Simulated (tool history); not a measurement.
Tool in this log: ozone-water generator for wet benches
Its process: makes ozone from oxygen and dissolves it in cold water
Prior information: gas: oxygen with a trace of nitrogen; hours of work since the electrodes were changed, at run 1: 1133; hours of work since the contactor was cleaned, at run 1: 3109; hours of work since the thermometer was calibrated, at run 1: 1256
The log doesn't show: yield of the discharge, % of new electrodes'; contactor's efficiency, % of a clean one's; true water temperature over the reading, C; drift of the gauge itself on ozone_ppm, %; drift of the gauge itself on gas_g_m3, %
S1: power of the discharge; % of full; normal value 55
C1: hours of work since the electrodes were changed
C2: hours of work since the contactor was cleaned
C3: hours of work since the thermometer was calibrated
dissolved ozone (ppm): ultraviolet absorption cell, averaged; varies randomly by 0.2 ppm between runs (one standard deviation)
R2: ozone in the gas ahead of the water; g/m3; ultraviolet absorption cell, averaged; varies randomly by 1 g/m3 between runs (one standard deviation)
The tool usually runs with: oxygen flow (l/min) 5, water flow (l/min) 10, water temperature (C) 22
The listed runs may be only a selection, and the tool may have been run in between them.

{"run": 1, "hour": 0.0, "S1": 55, "oxygen flow (l/min)": 5, "water flow (l/min)": 10, "water temperature (C)": 22, "C1": 1133, "C2": 3109, "C3": 1256, "dissolved ozone (ppm)": 25.4, "R2": 177}
{"run": 2, "hour": 90.7, "S1": 55, "oxygen flow (l/min)": 5, "water flow (l/min)": 10, "water temperature (C)": 22, "C1": 1208, "C2": 3183, "C3": 1330, "dissolved ozone (ppm)": 25.5, "R2": 174.4}
{"run": 3, "hour": 207.0, "S1": 55, "oxygen flow (l/min)": 5, "water flow (l/min)": 10, "water temperature (C)": 22, "C1": 1304, "C2": 3279, "C3": 1426, "dissolved ozone (ppm)": 25.2, "R2": 172.9}
{"run": 4, "hour": 324.0, "S1": 55, "oxygen flow (l/min)": 5, "water flow (l/min)": 10, "water temperature (C)": 22, "C1": 1400, "C2": 3375, "C3": 1523, "dissolved ozone (ppm)": 25, "R2": 174}
{"run": 5, "hour": 390.7, "S1": 55, "oxygen flow (l/min)": 5, "water flow (l/min)": 10, "water temperature (C)": 15, "C1": 1455, "C2": 3430, "C3": 1577, "dissolved ozone (ppm)": 29.1, "R2": 173.3}
{"run": 6, "hour": 498.1, "S1": 55, "oxygen flow (l/min)": 5, "water flow (l/min)": 10, "water temperature (C)": 15, "C1": 1543, "C2": 3519, "C3": 1666, "dissolved ozone (ppm)": 28.5, "R2": 170.7}
{"run": 7, "hour": 572.0, "S1": 55, "oxygen flow (l/min)": 5, "water flow (l/min)": 10, "water temperature (C)": 15, "C1": 1604, "C2": 3579, "C3": 1727, "dissolved ozone (ppm)": 28.4, "R2": 171.2}
{"run": 8, "hour": 627.9, "S1": 55, "oxygen flow (l/min)": 5, "water flow (l/min)": 10, "water temperature (C)": 21, "C1": 1650, "C2": 3625, "C3": 1773, "dissolved ozone (ppm)": 25.2, "R2": 171.3}
{"run": 9, "hour": 741.3, "S1": 55, "oxygen flow (l/min)": 5.29, "water flow (l/min)": 10, "water temperature (C)": 22, "C1": 1743, "C2": 3719, "C3": 1866, "dissolved ozone (ppm)": 24.6, "R2": 167.7}
{"run": 10, "hour": 825.9, "S1": 55, "oxygen flow (l/min)": 5, "water flow (l/min)": 10, "water temperature (C)": 22, "C1": 1813, "C2": 3789, "C3": 1936, "dissolved ozone (ppm)": 24.5, "R2": 169.5}
{"run": 11, "hour": 937.5, "S1": 55, "oxygen flow (l/min)": 5, "water flow (l/min)": 10, "water temperature (C)": 22, "C1": 1905, "C2": 3880, "C3": 2028, "dissolved ozone (ppm)": 24.1, "R2": 169.5}
{"hour": 1051.0, "done": "contactor cleaned"}
{"run": 12, "hour": 1051.0, "S1": 85, "oxygen flow (l/min)": 5, "water flow (l/min)": 10, "water temperature (C)": 22, "C1": 1995, "C2": 0, "C3": 2118, "dissolved ozone (ppm)": 30.5, "R2": 218}
{"run": 13, "hour": 1122.2, "S1": 55, "oxygen flow (l/min)": 5, "water flow (l/min)": 10, "water temperature (C)": 22, "C1": 2054, "C2": 59, "C3": 2176, "dissolved ozone (ppm)": 23.8, "R2": 167.9}
{"run": 14, "hour": 1208.9, "S1": 55, "oxygen flow (l/min)": 5, "water flow (l/min)": 10, "water temperature (C)": 22, "C1": 2125, "C2": 130, "C3": 2248, "dissolved ozone (ppm)": 23.5, "R2": 167.3}
{"run": 15, "hour": 1289.5, "S1": 55, "oxygen flow (l/min)": 5.42, "water flow (l/min)": 10, "water temperature (C)": 22, "C1": 2192, "C2": 196, "C3": 2314, "dissolved ozone (ppm)": 23.4, "R2": 163.5}
{"run": 16, "hour": 1346.8, "S1": 55, "oxygen flow (l/min)": 5.42, "water flow (l/min)": 10, "water temperature (C)": 22, "C1": 2239, "C2": 244, "C3": 2361, "dissolved ozone (ppm)": 23.2, "R2": 164}

Run 17, settings as shown, results not yet in. Your forecast:
{"run": 17, "hour": 1414.6, "S1": 55, "oxygen flow (l/min)": 5.42, "water flow (l/min)": 10, "water temperature (C)": 22, "C1": 2295, "C2": 299, "C3": 2417, "dissolved ozone (ppm)": "?", "R2": "?"}

{"run 17": {"dissolved ozone (ppm)": 23.2, "R2": 163.3}}
Had the tool carried no hidden state, the very same run would have given dissolved ozone (ppm) 28.1, R2 180.4 g/m3.

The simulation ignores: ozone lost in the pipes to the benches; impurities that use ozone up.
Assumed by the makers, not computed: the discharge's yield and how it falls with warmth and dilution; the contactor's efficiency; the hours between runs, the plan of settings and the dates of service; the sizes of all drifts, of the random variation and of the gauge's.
